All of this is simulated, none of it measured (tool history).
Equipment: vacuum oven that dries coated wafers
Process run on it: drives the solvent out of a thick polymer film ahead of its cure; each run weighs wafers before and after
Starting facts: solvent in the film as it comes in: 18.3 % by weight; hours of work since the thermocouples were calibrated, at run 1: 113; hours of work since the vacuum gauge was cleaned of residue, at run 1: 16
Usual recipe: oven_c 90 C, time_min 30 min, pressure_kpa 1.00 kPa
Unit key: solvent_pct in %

run,day,oven_c,time_min,pressure_kpa,hours of work since the thermocouples were calibrated,hours of work since the vacuum gauge was cleaned of residue,solvent_pct
1,0.000,90,30,1.00,113,16,3.64
2,0.558,90,30,1.00,121,25,3.64
3,0.988,90,30,1.00,127,31,3.62
4,1.650,90,20,1.00,137,41,5.77
5,2.104,79,20,1.00,144,48,9.25
6,2.675,79,20,1.00,153,57,9.09
7,3.233,79,20,1.00,161,65,9.04
# day 3.346: oven's thermocouples calibrated
8,3.792,90,30,0.95,7,72,3.62
9,4.150,90,30,0.95,12,78,3.50
10,4.767,90,30,0.95,21,87,3.55
11,5.217,102,19,0.72,28,94,2.41
12,5.858,102,19,0.72,38,103,2.43
13,6.279,81,17,1.00,44,110,9.28
# day 6.621: oven's thermocouples calibrated, once more
14,6.638,104,29,0.68,0,114,0.86
15,7.183,77,17,3.71,8,122,11.14
16,7.621,97,42,0.75,15,128,0.98
17,7.917,86,15,1.00,19,133,8.50
18,8.304,90,46,1.00,25,139,1.87
19,8.871,100,39,0.97,34,147,0.73
20,9.379,85,30,1.00,41,155,5.24

3 options for the next run, each taken on its own from the tool as it stands now. Forecast them:
A,10.012,85,30,2.77,51,164,?
B,10.012,79,41,2.07,51,164,?
C,10.012,101,43,3.56,51,164,?

run,solvent_pct
A,5.84
B,5.97
C,1.15
Had the tool no hidden state, the same runs would have come out as:
run,solvent_pct
A,5.86
B,5.99
C,1.14
